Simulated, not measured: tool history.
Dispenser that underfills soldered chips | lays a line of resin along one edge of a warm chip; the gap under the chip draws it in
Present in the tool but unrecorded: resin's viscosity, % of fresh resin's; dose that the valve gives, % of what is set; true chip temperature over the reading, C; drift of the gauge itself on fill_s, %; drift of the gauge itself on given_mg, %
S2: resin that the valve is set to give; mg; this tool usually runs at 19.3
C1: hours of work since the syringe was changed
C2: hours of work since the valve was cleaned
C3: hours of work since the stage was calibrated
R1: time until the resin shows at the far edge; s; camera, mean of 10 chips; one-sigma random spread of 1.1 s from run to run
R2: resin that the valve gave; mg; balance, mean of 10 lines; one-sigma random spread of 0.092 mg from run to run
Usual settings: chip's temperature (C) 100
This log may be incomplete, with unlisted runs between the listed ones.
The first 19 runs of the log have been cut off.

{"run": 20, "day": 2.529, "chip's temperature (C)": 111, "S2": 19.3, "C1": 5, "C2": 96, "C3": 96, "R1": 119.8, "R2": 18.09}
{"run": 21, "day": 2.717, "chip's temperature (C)": 111, "S2": 19.3, "C1": 8, "C2": 99, "C3": 99, "R1": 148.2, "R2": 17.84}
{"run": 22, "day": 2.821, "chip's temperature (C)": 111, "S2": 19.3, "C1": 9, "C2": 101, "C3": 101, "R1": 171.9, "R2": 17.87}
{"day": 2.888, "done": "new syringe of resin"}
{"run": 23, "day": 2.971, "chip's temperature (C)": 111, "S2": 19.3, "C1": 1, "C2": 103, "C3": 103, "R1": 88.2, "R2": 17.83}
{"run": 24, "day": 3.129, "chip's temperature (C)": 101, "S2": 22.4, "C1": 4, "C2": 105, "C3": 105, "R1": 141.8, "R2": 20.69}
{"run": 25, "day": 3.221, "chip's temperature (C)": 101, "S2": 22.4, "C1": 5, "C2": 106, "C3": 106, "R1": 155.7, "R2": 20.65}
{"run": 26, "day": 3.362, "chip's temperature (C)": 101, "S2": 22.4, "C1": 7, "C2": 109, "C3": 109, "R1": 186.7, "R2": 20.51}
{"run": 27, "day": 3.458, "chip's temperature (C)": 92, "S2": 21.0, "C1": 8, "C2": 110, "C3": 110, "R1": 277.0, "R2": 19.51}
{"day": 3.583, "done": "new syringe of resin"}
{"run": 28, "day": 3.596, "chip's temperature (C)": 90, "S2": 19.5, "C1": 0, "C2": 112, "C3": 112, "R1": 147.0, "R2": 17.98}
{"run": 29, "day": 3.738, "chip's temperature (C)": 100, "S2": 20.9, "C1": 2, "C2": 114, "C3": 114, "R1": 126.6, "R2": 19.39}
{"run": 30, "day": 3.879, "chip's temperature (C)": 89, "S2": 19.3, "C1": 4, "C2": 116, "C3": 116, "R1": 220.1, "R2": 17.74}

For run 31, what comes out?
{"run": 31, "day": 3.967, "chip's temperature (C)": 88, "S2": 20.8, "C1": 6, "C2": 117, "C3": 117, "R1": "?", "R2": "?"}

Logged for run 31: R1 253.4 s, R2 19.11 mg.
With no hidden state in the tool, this same run would have given R1 149.3 s, R2 20.85 mg.
